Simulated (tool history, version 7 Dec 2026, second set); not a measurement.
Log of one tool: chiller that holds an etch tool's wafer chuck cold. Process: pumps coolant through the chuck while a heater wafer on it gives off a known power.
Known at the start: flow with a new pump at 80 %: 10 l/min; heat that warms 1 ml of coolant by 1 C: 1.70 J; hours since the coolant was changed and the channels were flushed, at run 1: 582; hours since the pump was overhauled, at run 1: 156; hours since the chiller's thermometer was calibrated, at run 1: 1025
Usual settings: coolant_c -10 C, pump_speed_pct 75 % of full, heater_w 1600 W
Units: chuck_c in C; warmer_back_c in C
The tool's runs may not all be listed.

| run | hour | coolant_c | pump_speed_pct | heater_w | hours since the coolant was changed and the channels were flushed | hours since the pump was overhauled | hours since the chiller's thermometer was calibrated | chuck_c | warmer_back_c |
|---|---|---|---|---|---|---|---|---|---|
| 1 | 0.0 | -10 | 75 | 1600 | 582 | 156 | 1025 | 6.4 | 6.19 |
| 2 | 51.9 | -10 | 75 | 2324 | 634 | 208 | 1077 | 13.7 | 8.84 |
| 3 | 119.4 | -10 | 75 | 1600 | 701 | 275 | 1145 | 6.0 | 6.10 |
| 4 | 181.4 | -10 | 75 | 1600 | 763 | 337 | 1207 | 6.4 | 6.05 |
| 5 | 222.1 | -10 | 75 | 1600 | 804 | 378 | 1248 | 6.4 | 6.08 |
| 6 | 272.7 | -10 | 75 | 1600 | 855 | 428 | 1298 | 6.1 | 6.05 |
| 7 | 308.6 | -10 | 75 | 1600 | 891 | 464 | 1334 | 6.4 | 6.06 |
| 8 | 384.4 | -10 | 75 | 1600 | 966 | 540 | 1410 | 6.4 | 6.00 |
| 9 | 430.4 | -10 | 75 | 1600 | 1013 | 586 | 1456 | 6.4 | 5.99 |
| 10 | 509.2 | -10 | 75 | 1600 | 1091 | 665 | 1535 | 6.4 | 6.01 |
| 11 | 564.2 | -10 | 75 | 1600 | 1146 | 720 | 1590 | 6.5 | 6.03 |
| 12 | 632.1 | -10 | 75 | 1600 | 1214 | 788 | 1658 | 6.2 | 6.05 |
| 13 | 673.8 | -14 | 75 | 1600 | 1256 | 830 | 1699 | 2.3 | 6.00 |
| 14 | 741.3 | -10 | 75 | 1600 | 1323 | 897 | 1767 | 6.5 | 5.99 |
| 15 | 800.3 | -8 | 75 | 1600 | 1382 | 956 | 1826 | 8.4 | 6.04 |
| 16 | 866.5 | -8 | 75 | 1600 | 1449 | 1022 | 1892 | 8.4 | 5.97 |
| 17 | 911.5 | -10 | 70 | 1426 | 1494 | 1067 | 1937 | 5.0 | 5.74 |
| 18 | 972.3 | -10 | 70 | 1426 | 1554 | 1128 | 1998 | 5.1 | 5.82 |
| 19 | 1050.1 | -2 | 81 | 828 | 1632 | 1206 | 2076 | 5.9 | 2.71 |
| 20 | 1098.5 | -18 | 94 | 1098 | 1681 | 1254 | 2124 | -8.3 | 3.14 |
| 21 | 1142.3 | -18 | 94 | 1098 | 1724 | 1298 | 2168 | -8.2 | 3.12 |
| 22 | 1218.7 | -8 | 75 | 1600 | 1801 | 1374 | 2244 | 8.4 | 5.97 |
| 23 | 1256.9 | -10 | 99 | 1353 | 1839 | 1413 | 2282 | 1.7 | 3.66 |
| 24 | 1328.0 | -12 | 64 | 1567 | 1910 | 1484 | 2353 | 5.6 | 7.02 |
| 25 | 1383.9 | -12 | 64 | 1567 | 1966 | 1540 | 2409 | 5.8 | 7.00 |
| 26 | 1447.2 | -12 | 64 | 1567 | 2029 | 1603 | 2473 | 5.8 | 6.99 |
| 27 | 1480.2 | -12 | 64 | 1567 | 2062 | 1636 | 2506 | 5.7 | 6.99 |
| 28 | 1537.7 | -7 | 79 | 1600 | 2120 | 1693 | 2563 | 8.8 | 5.56 |
| 29 | 1569.9 | -7 | 79 | 1600 | 2152 | 1726 | 2595 | 8.8 | 5.57 |
| 30 | 1617.1 | -1 | 61 | 2285 | 2199 | 1773 | 2643 | 25.7 | 10.85 |
| 31 | 1677.8 | -10 | 60 | 1812 | 2260 | 1834 | 2703 | 11.6 | 8.75 |

3 ways to go on from here, each from the tool as it stands after run 31. What would each give?
| A | 1753.6 | -10 | 84 | 1812 | 2336 | 1909 | 2779 | ? | ? |
| B | 1753.6 | -10 | 72 | 1600 | 2336 | 1909 | 2779 | ? | ? |
| C | 1753.6 | -8 | 81 | 1600 | 2336 | 1909 | 2779 | ? | ? |

| run | chuck_c | warmer_back_c |
|---|---|---|
| A | 7.2 | 5.86 |
| B | 6.8 | 6.20 |
| C | 7.5 | 5.37 |
Without the tool's hidden state the same runs would have given:
| run | chuck_c | warmer_back_c |
|---|---|---|
| A | 7.2 | 6.04 |
| B | 6.7 | 6.37 |
| C | 7.5 | 5.55 |
